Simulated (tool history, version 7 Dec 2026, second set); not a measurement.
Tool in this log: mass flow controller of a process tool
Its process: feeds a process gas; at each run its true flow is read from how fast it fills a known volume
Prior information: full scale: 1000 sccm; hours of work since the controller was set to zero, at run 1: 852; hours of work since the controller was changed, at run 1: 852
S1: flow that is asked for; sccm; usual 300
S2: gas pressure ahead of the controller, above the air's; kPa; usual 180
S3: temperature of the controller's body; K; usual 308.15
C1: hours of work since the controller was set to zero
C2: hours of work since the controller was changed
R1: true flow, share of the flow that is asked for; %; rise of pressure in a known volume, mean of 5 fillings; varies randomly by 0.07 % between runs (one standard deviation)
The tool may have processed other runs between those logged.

{"run": 1, "hour": 0.0, "S1": 300, "S2": 180, "S3": 308.15, "C1": 852, "C2": 852, "R1": 96.65}
{"run": 2, "hour": 140.4, "S1": 300, "S2": 180, "S3": 308.15, "C1": 923, "C2": 923, "R1": 96.54}
{"run": 3, "hour": 278.8, "S1": 300, "S2": 180, "S3": 308.15, "C1": 993, "C2": 993, "R1": 96.61}
{"run": 4, "hour": 408.1, "S1": 300, "S2": 225, "S3": 308.15, "C1": 1058, "C2": 1058, "R1": 96.8}
{"run": 5, "hour": 580.8, "S1": 250, "S2": 180, "S3": 308.15, "C1": 1146, "C2": 1146, "R1": 96.39}
{"run": 6, "hour": 700.8, "S1": 250, "S2": 180, "S3": 308.15, "C1": 1207, "C2": 1207, "R1": 96.33}
{"run": 7, "hour": 830.9, "S1": 250, "S2": 180, "S3": 308.15, "C1": 1272, "C2": 1272, "R1": 96.41}
{"run": 8, "hour": 1009.0, "S1": 147, "S2": 180, "S3": 308.15, "C1": 1362, "C2": 1362, "R1": 96.17}
{"run": 9, "hour": 1111.3, "S1": 300, "S2": 180, "S3": 308.15, "C1": 1414, "C2": 1414, "R1": 96.65}
{"run": 10, "hour": 1236.2, "S1": 300, "S2": 180, "S3": 308.15, "C1": 1477, "C2": 1477, "R1": 96.71}
{"run": 11, "hour": 1338.2, "S1": 300, "S2": 180, "S3": 308.15, "C1": 1529, "C2": 1529, "R1": 96.62}
{"run": 12, "hour": 1474.6, "S1": 300, "S2": 180, "S3": 308.15, "C1": 1598, "C2": 1598, "R1": 96.6}
{"run": 13, "hour": 1559.5, "S1": 555, "S2": 169, "S3": 293.15, "C1": 1641, "C2": 1641, "R1": 99.13}
{"run": 14, "hour": 1659.2, "S1": 166, "S2": 169, "S3": 298.15, "C1": 1691, "C2": 1691, "R1": 97.37}
{"run": 15, "hour": 1743.8, "S1": 565, "S2": 180, "S3": 310.15, "C1": 1734, "C2": 1734, "R1": 97.16}

Run 16, settings as shown, results not yet in. Your forecast:
{"run": 16, "hour": 1861.9, "S1": 111, "S2": 180, "S3": 308.15, "C1": 1794, "C2": 1794, "R1": "?"}

R1: 95.97 %
Minus the tool's unlogged condition, the same run would have read R1 95.98 %.
